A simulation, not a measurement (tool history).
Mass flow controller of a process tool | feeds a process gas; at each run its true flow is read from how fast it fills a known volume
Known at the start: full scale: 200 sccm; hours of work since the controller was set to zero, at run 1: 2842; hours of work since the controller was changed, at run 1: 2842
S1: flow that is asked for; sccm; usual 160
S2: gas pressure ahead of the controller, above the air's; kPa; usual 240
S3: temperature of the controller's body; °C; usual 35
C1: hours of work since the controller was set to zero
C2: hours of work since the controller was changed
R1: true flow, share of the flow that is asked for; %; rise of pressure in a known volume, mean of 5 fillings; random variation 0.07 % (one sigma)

run 1 hour=0.0 | S1=160 S2=240 S3=35 | C1=2842 C2=2842 | R1=98.99
run 2 hour=186.6 | S1=160 S2=240 S3=35 | C1=2947 C2=2947 | R1=98.99
run 3 hour=531.8 | S1=160 S2=240 S3=35 | C1=3142 C2=3142 | R1=98.99
run 4 hour=918.1 | S1=160 S2=240 S3=35 | C1=3360 C2=3360 | R1=98.85
run 5 hour=1161.6 | S1=160 S2=240 S3=25 | C1=3498 C2=3498 | R1=99.37
run 6 hour=1458.9 | S1=160 S2=240 S3=25 | C1=3666 C2=3666 | R1=99.54
run 7 hour=1694.6 | S1=160 S2=240 S3=25 | C1=3799 C2=3799 | R1=99.36
run 8 hour=1877.5 | S1=160 S2=240 S3=25 | C1=3902 C2=3902 | R1=99.48
run 9 hour=2089.3 | S1=160 S2=240 S3=28 | C1=4022 C2=4022 | R1=99.20
run 10 hour=2358.0 | S1=160 S2=240 S3=28 | C1=4174 C2=4174 | R1=99.13
run 11 hour=2563.8 | S1=160 S2=240 S3=28 | C1=4290 C2=4290 | R1=99.08
run 12 hour=2915.8 | S1=160 S2=240 S3=28 | C1=4489 C2=4489 | R1=98.81
run 13 hour=3186.7 | S1=30 S2=240 S3=28 | C1=4642 C2=4642 | R1=98.29
run 14 hour=3458.4 | S1=160 S2=240 S3=35 | C1=4796 C2=4796 | R1=98.38
run 15 hour=3835.3 | S1=160 S2=270 S3=35 | C1=5009 C2=5009 | R1=98.39
run 16 hour=4041.5 | S1=160 S2=162 S3=35 | C1=5125 C2=5125 | R1=98.49
run 17 hour=4363.3 | S1=32 S2=240 S3=35 | C1=5307 C2=5307 | R1=97.55
run 18 hour=4542.2 | S1=32 S2=240 S3=35 | C1=5408 C2=5408 | R1=97.45
run 19 hour=4750.1 | S1=160 S2=240 S3=37 | C1=5526 C2=5526 | R1=97.96
run 20 hour=4997.7 | S1=160 S2=240 S3=37 | C1=5666 C2=5666 | R1=97.99
run 21 hour=5277.7 | S1=160 S2=232 S3=35 | C1=5824 C2=5824 | R1=98.17
run 22 hour=5564.1 | S1=171 S2=240 S3=27 | C1=5986 C2=5986 | R1=98.63
run 23 hour=5896.9 | S1=93 S2=156 S3=21 | C1=6174 C2=6174 | R1=98.88
run 24 hour=6088.8 | S1=93 S2=156 S3=21 | C1=6282 C2=6282 | R1=98.64
-- hour=6146.9 controller exchanged for a calibrated one
run 25 hour=6483.2 | S1=145 S2=240 S3=35 | C1=190 C2=190 | R1=98.03
run 26 hour=6657.3 | S1=180 S2=183 S3=29 | C1=288 C2=288 | R1=98.55
run 27 hour=6933.0 | S1=180 S2=183 S3=29 | C1=444 C2=444 | R1=98.49
run 28 hour=7107.3 | S1=112 S2=173 S3=29 | C1=543 C2=543 | R1=98.19
run 29 hour=7481.0 | S1=112 S2=173 S3=29 | C1=754 C2=754 | R1=97.99
run 30 hour=7704.2 | S1=112 S2=173 S3=29 | C1=880 C2=880 | R1=98.04
run 31 hour=8062.7 | S1=112 S2=173 S3=29 | C1=1083 C2=1083 | R1=98.00
run 32 hour=8294.8 | S1=66 S2=239 S3=29 | C1=1214 C2=1214 | R1=97.62
run 33 hour=8585.3 | S1=36 S2=183 S3=38 | C1=1378 C2=1378 | R1=96.96
run 34 hour=8752.1 | S1=45 S2=240 S3=21 | C1=1472 C2=1472 | R1=97.94
run 35 hour=8988.2 | S1=160 S2=191 S3=38 | C1=1606 C2=1606 | R1=97.54
-- hour=9023.4 gauge calibrated
run 36 hour=9241.8 | S1=97 S2=146 S3=36 | C1=1749 C2=1749 | R1=98.62
run 37 hour=9513.6 | S1=75 S2=146 S3=27 | C1=1902 C2=1902 | R1=99.18
run 38 hour=9876.7 | S1=41 S2=163 S3=34 | C1=2108 C2=2108 | R1=98.45
run 39 hour=10098.7 | S1=157 S2=159 S3=35 | C1=2233 C2=2233 | R1=98.89
run 40 hour=10479.1 | S1=85 S2=252 S3=21 | C1=2448 C2=2448 | R1=99.26
run 41 hour=10789.4 | S1=160 S2=164 S3=33 | C1=2623 C2=2623 | R1=98.94

Forecast each of these 3 alternatives for the next run:
run A hour=11190.5 | S1=48 S2=213 S3=37 | C1=2850 C2=2850 | R1=?
run B hour=11190.5 | S1=24 S2=172 S3=33 | C1=2850 C2=2850 | R1=?
run C hour=11190.5 | S1=105 S2=147 S3=33 | C1=2850 C2=2850 | R1=?

run=A R1=97.94
run=B R1=98.22
run=C R1=98.67
Without the tool's hidden state the same runs would have given:
run=A R1=98.28
run=B R1=98.52
run=C R1=99.02
